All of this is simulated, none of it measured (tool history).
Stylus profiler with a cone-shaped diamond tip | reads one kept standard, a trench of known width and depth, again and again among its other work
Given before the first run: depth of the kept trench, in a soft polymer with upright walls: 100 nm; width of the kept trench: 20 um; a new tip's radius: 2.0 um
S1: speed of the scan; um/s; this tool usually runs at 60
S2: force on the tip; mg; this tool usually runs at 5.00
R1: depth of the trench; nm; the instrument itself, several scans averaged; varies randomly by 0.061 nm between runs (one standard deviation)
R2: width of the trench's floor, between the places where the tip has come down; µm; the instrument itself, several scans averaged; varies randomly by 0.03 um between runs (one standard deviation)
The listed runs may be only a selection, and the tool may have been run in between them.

Run 1, hour 0.0: usual settings. Result: R1 101.15 nm, R2 18.03 µm.
Run 2, hour 33.8: usual settings but S1 35 um/s. Result: R1 101.12 nm, R2 18.18 µm.
Run 3, hour 79.0: usual settings but S1 35 um/s. Result: R1 101.09 nm, R2 18.15 µm.
Run 4, hour 143.4: usual settings but S2 2.22 mg. Result: R1 100.38 nm, R2 17.91 µm.
Run 5, hour 184.1: usual settings but S2 2.22 mg. Result: R1 100.43 nm, R2 17.91 µm.
Run 6, hour 211.1: usual settings but S2 2.22 mg. Result: R1 100.52 nm, R2 17.91 µm.
Run 7, hour 239.3: usual settings but S1 83 um/s. Result: R1 101.23 nm, R2 17.91 µm.
Run 8, hour 288.2: usual settings but S1 42 um/s. Result: R1 101.03 nm, R2 18.08 µm.
Run 9, hour 345.8: usual settings but S1 119 um/s. Result: R1 101.02 nm, R2 17.79 µm.
Run 10, hour 395.2: usual settings. Result: R1 101.04 nm, R2 17.99 µm.
Run 11, hour 433.7: usual settings. Result: R1 100.93 nm, R2 18.03 µm.
Run 12, hour 490.0: usual settings but S1 95 um/s. Result: R1 101.01 nm, R2 17.83 µm.
Run 13, hour 517.2: usual settings but S1 95 um/s. Result: R1 101.01 nm, R2 17.82 µm.
Run 14, hour 570.1: usual settings but S2 7.29 mg. Result: R1 101.48 nm, R2 18.03 µm.
Run 15, hour 620.1: usual settings but S2 7.29 mg. Result: R1 101.51 nm, R2 18.01 µm.
Run 16, hour 667.6: usual settings but S1 204 um/s. Result: R1 101.06 nm, R2 17.40 µm.
Run 17, hour 695.4: usual settings but S1 204 um/s. Result: R1 100.93 nm, R2 17.38 µm.
Run 18, hour 725.4: usual settings but S1 204 um/s. Result: R1 100.98 nm, R2 17.34 µm.
Run 19, hour 782.1: usual settings. Result: R1 101.01 nm, R2 17.92 µm.
Run 20, hour 829.2: usual settings. Result: R1 100.91 nm, R2 17.91 µm.
Run 21, hour 888.6: usual settings. Result: R1 100.88 nm, R2 17.97 µm.
At hour 899.6: height scale calibrated on a step standard.
Run 22, hour 938.7: usual settings. Result: R1 100.70 nm, R2 17.91 µm.
Run 23, hour 987.7: usual settings but S1 74 um/s. Result: R1 100.63 nm, R2 17.89 µm.
Run 24, hour 1035.7: usual settings but S1 25 um/s, S2 7.24 mg. Result: R1 101.19 nm, R2 18.03 µm.
Run 25, hour 1072.4: usual settings but S1 22 um/s, S2 7.90 mg. Result: R1 101.24 nm, R2 18.08 µm.
Run 26, hour 1099.6: usual settings but S1 29 um/s, S2 4.91 mg. Result: R1 100.70 nm, R2 18.01 µm.
Run 27, hour 1147.9: usual settings but S1 17 um/s, S2 4.05 mg. Result: R1 100.47 nm, R2 18.04 µm.
Run 28, hour 1188.4: usual settings but S1 89 um/s, S2 1.84 mg. Result: R1 99.77 nm, R2 17.56 µm.
Run 29, hour 1238.4: usual settings but S1 21 um/s, S2 9.31 mg. Result: R1 101.48 nm, R2 17.99 µm.

What will run 30 give?
At hour 1279.4: height scale calibrated on a step standard, once more.
Run 30, hour 1289.2: usual settings but S1 21 um/s, S2 9.31 mg. Result: R1 ?, R2 ?.

R1: 102.56 nm
R2: 18.02 µm
Take away the tool's hidden state, keep the run-to-run variation as it was, and the same run would have given R1 102.59 nm, R2 18.69 µm.
